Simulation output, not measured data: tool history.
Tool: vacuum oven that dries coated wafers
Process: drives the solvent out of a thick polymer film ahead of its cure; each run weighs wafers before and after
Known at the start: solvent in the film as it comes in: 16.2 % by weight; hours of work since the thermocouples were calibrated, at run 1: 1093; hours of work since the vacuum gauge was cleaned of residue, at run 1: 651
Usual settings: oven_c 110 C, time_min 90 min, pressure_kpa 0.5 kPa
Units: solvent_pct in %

| run | hour | oven_c | time_min | pressure_kpa | hours of work since the thermocouples were calibrated | hours of work since the vacuum gauge was cleaned of residue | solvent_pct |
|---|---|---|---|---|---|---|---|
| 1 | 0 | 110 | 90 | 0.5 | 1093 | 651 | 1.44 |
| 2 | 43.2 | 110 | 90 | 0.5 | 1111 | 668 | 1.49 |
| 3 | 70.2 | 110 | 90 | 0.5 | 1122 | 679 | 1.46 |
| 4 | 108.5 | 110 | 90 | 0.5 | 1137 | 694 | 1.51 |
| 5 | 147.1 | 110 | 90 | 0.5 | 1153 | 710 | 1.42 |
| 6 | 186.7 | 110 | 71 | 0.5 | 1168 | 726 | 2.14 |
| 7 | 230.8 | 110 | 71 | 0.5 | 1186 | 744 | 2.19 |
| 8 | 271.5 | 110 | 70 | 0.5 | 1203 | 760 | 2.2 |
| 9 | 301 | 110 | 70 | 0.5 | 1214 | 772 | 2.18 |
| 10 | 327.2 | 110 | 70 | 0.5 | 1225 | 782 | 2.31 |
| 11 | 360.4 | 110 | 70 | 0.931 | 1238 | 796 | 2.41 |
| 12 | 408.1 | 110 | 90 | 0.5 | 1257 | 815 | 1.48 |
| 13 | 454.5 | 110 | 90 | 0.5 | 1276 | 833 | 1.5 |
|  | 481.4 | oven's thermocouples calibrated |
| 14 | 492.3 | 110 | 90 | 0.5 | 4 | 848 | 1.37 |
| 15 | 526.2 | 110 | 90 | 0.5 | 18 | 862 | 1.24 |
| 16 | 552.4 | 110 | 90 | 0.5 | 29 | 872 | 1.36 |
| 17 | 595.9 | 110 | 90 | 0.5 | 46 | 890 | 1.32 |
| 18 | 632.7 | 110 | 90 | 0.5 | 61 | 904 | 1.32 |
|  | 671.9 | oven's thermocouples calibrated, once more |
| 19 | 673.1 | 110 | 90 | 1.826 | 0 | 920 | 2.69 |
| 20 | 714.1 | 110 | 90 | 0.5 | 17 | 936 | 1.95 |
| 21 | 753.6 | 110 | 90 | 0.5 | 33 | 952 | 1.85 |
| 22 | 778.1 | 110 | 90 | 0.5 | 43 | 962 | 1.82 |
| 23 | 801.8 | 110 | 90 | 0.5 | 52 | 972 | 1.83 |
| 24 | 840.9 | 111 | 90 | 0.461 | 68 | 987 | 1.67 |
| 25 | 874.1 | 111 | 90 | 0.461 | 81 | 1001 | 1.68 |
| 26 | 904.6 | 106 | 72 | 1.88 | 94 | 1013 | 4.31 |
| 27 | 931.5 | 115 | 90 | 0.5 | 104 | 1024 | 1.22 |
| 28 | 977 | 115 | 90 | 0.5 | 123 | 1042 | 1.24 |
| 29 | 1000.3 | 104 | 149 | 0.5 | 132 | 1051 | 1.47 |
| 30 | 1037.7 | 110 | 90 | 0.641 | 147 | 1066 | 1.98 |
| 31 | 1082.7 | 107 | 104 | 0.5 | 165 | 1084 | 1.98 |
| 32 | 1118.8 | 107 | 104 | 0.5 | 180 | 1099 | 1.94 |
| 33 | 1159.2 | 115 | 111 | 1.246 | 196 | 1115 | 1.31 |
| 34 | 1197 | 110 | 90 | 0.958 | 211 | 1130 | 2.18 |
| 35 | 1244.2 | 110 | 90 | 0.958 | 230 | 1149 | 2.11 |
| 36 | 1278.1 | 110 | 84 | 0.294 | 244 | 1163 | 1.94 |
| 37 | 1324.6 | 110 | 84 | 0.294 | 262 | 1182 | 1.99 |
| 38 | 1367.2 | 101 | 46 | 1.62 | 280 | 1199 | 7.35 |
| 39 | 1403.4 | 101 | 153 | 0.758 | 294 | 1213 | 2.16 |
| 40 | 1442.2 | 101 | 153 | 0.758 | 310 | 1229 | 2.21 |
| 41 | 1480 | 110 | 94 | 0.521 | 325 | 1244 | 1.75 |
| 42 | 1524.6 | 110 | 99 | 0.431 | 343 | 1262 | 1.61 |
| 43 | 1565.3 | 110 | 99 | 0.431 | 359 | 1278 | 1.63 |
| 44 | 1596.9 | 102 | 98 | 0.5 | 372 | 1291 | 3.02 |
| 45 | 1629.3 | 102 | 98 | 0.5 | 385 | 1304 | 3.11 |

Forecast each of these 3 alternatives for the next run:
| A | 1663.8 | 102 | 147 | 1.258 | 399 | 1318 | ? |
| B | 1663.8 | 119 | 90 | 0.5 | 399 | 1318 | ? |
| C | 1663.8 | 102 | 49 | 0.476 | 399 | 1318 | ? |

| run | solvent_pct |
|---|---|
| A | 2.38 |
| B | 0.81 |
| C | 6.13 |
Without the tool's hidden state the same runs would have given:
| run | solvent_pct |
|---|---|
| A | 2.05 |
| B | 0.6 |
| C | 6.01 |

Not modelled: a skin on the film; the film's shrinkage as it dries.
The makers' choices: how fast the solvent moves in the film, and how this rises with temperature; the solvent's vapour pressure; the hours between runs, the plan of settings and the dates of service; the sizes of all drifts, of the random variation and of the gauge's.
